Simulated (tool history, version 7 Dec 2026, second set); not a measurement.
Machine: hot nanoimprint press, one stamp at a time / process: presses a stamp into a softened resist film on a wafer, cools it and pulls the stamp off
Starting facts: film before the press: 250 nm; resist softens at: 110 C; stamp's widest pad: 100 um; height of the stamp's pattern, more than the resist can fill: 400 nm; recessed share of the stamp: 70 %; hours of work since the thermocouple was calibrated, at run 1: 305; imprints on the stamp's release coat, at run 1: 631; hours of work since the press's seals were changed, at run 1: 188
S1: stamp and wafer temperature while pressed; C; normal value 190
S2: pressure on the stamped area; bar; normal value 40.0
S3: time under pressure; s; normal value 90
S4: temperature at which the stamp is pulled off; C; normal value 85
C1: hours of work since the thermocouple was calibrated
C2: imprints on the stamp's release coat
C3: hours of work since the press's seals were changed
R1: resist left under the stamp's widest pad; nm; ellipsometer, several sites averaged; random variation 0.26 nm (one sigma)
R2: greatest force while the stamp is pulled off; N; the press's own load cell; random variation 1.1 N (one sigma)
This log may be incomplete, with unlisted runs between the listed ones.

{"run": 1, "day": 0.0, "S1": 190, "S2": 40.0, "S3": 90, "S4": 85, "C1": 305, "C2": 631, "C3": 188, "R1": 144.3, "R2": 242}
{"day": 0.492, "done": "stamp cleaned and given a new release coat"}
{"run": 2, "day": 1.238, "S1": 190, "S2": 40.0, "S3": 90, "S4": 85, "C1": 323, "C2": 73, "C3": 207, "R1": 144.2, "R2": 226}
{"run": 3, "day": 1.858, "S1": 190, "S2": 36.3, "S3": 90, "S4": 85, "C1": 335, "C2": 135, "C3": 218, "R1": 150.8, "R2": 227}
{"run": 4, "day": 3.342, "S1": 190, "S2": 36.3, "S3": 90, "S4": 85, "C1": 363, "C2": 282, "C3": 246, "R1": 151.2, "R2": 232}
{"day": 4.292, "done": "plate thermocouple calibrated"}
{"run": 5, "day": 4.746, "S1": 190, "S2": 36.3, "S3": 90, "S4": 85, "C1": 9, "C2": 409, "C3": 270, "R1": 153.7, "R2": 239}
{"run": 6, "day": 5.983, "S1": 190, "S2": 40.0, "S3": 90, "S4": 85, "C1": 32, "C2": 532, "C3": 293, "R1": 148.5, "R2": 240}
{"run": 7, "day": 6.75, "S1": 190, "S2": 40.0, "S3": 90, "S4": 85, "C1": 46, "C2": 607, "C3": 308, "R1": 148.4, "R2": 248}
{"day": 7.408, "done": "stamp cleaned and given a new release coat"}
{"run": 8, "day": 7.725, "S1": 197, "S2": 26.2, "S3": 55, "S4": 90, "C1": 60, "C2": 31, "C3": 321, "R1": 162.0, "R2": 215}
{"run": 9, "day": 8.458, "S1": 185, "S2": 26.2, "S3": 55, "S4": 90, "C1": 73, "C2": 104, "C3": 335, "R1": 215.4, "R2": 215}
{"run": 10, "day": 9.421, "S1": 190, "S2": 63.5, "S3": 90, "S4": 88, "C1": 91, "C2": 199, "C3": 353, "R1": 119.6, "R2": 224}
{"day": 11.058, "done": "plate thermocouple calibrated, once more"}
{"run": 11, "day": 11.058, "S1": 190, "S2": 63.5, "S3": 90, "S4": 88, "C1": 0, "C2": 349, "C3": 381, "R1": 112.4, "R2": 223}
{"run": 12, "day": 12.208, "S1": 190, "S2": 40.0, "S3": 89, "S4": 85, "C1": 22, "C2": 463, "C3": 403, "R1": 141.2, "R2": 235}
{"run": 13, "day": 13.554, "S1": 190, "S2": 51.7, "S3": 107, "S4": 85, "C1": 47, "C2": 596, "C3": 428, "R1": 118.4, "R2": 240}
{"day": 14.325, "done": "stamp cleaned and given a new release coat"}
{"run": 14, "day": 14.688, "S1": 179, "S2": 51.7, "S3": 107, "S4": 77, "C1": 63, "C2": 36, "C3": 444, "R1": 178.1, "R2": 244}

Here are 5 independent what-if runs from the current tool condition. What would each one return?
{"run": "A", "day": 15.967, "S1": 185, "S2": 51.3, "S3": 90, "S4": 85, "C1": 87, "C2": 163, "C3": 468, "R1": "?", "R2": "?"}
{"run": "B", "day": 15.967, "S1": 190, "S2": 40.0, "S3": 89, "S4": 71, "C1": 87, "C2": 163, "C3": 468, "R1": "?", "R2": "?"}
{"run": "C", "day": 15.967, "S1": 195, "S2": 51.7, "S3": 107, "S4": 77, "C1": 87, "C2": 163, "C3": 468, "R1": "?", "R2": "?"}
{"run": "D", "day": 15.967, "S1": 190, "S2": 28.8, "S3": 132, "S4": 85, "C1": 87, "C2": 163, "C3": 468, "R1": "?", "R2": "?"}
{"run": "E", "day": 15.967, "S1": 181, "S2": 40.0, "S3": 90, "S4": 85, "C1": 87, "C2": 163, "C3": 468, "R1": "?", "R2": "?"}

run=A R1=152.4 R2=226
run=B R1=142.1 R2=265
run=C R1=97.0 R2=249
run=D R1=146.6 R2=227
run=E R1=189.6 R2=225
With no hidden state in the tool, these same runs would have given:
run=A R1=150.6 R2=221
run=B R1=140.6 R2=259
run=C R1=95.5 R2=243
run=D R1=145.4 R2=222
run=E R1=188.2 R2=220
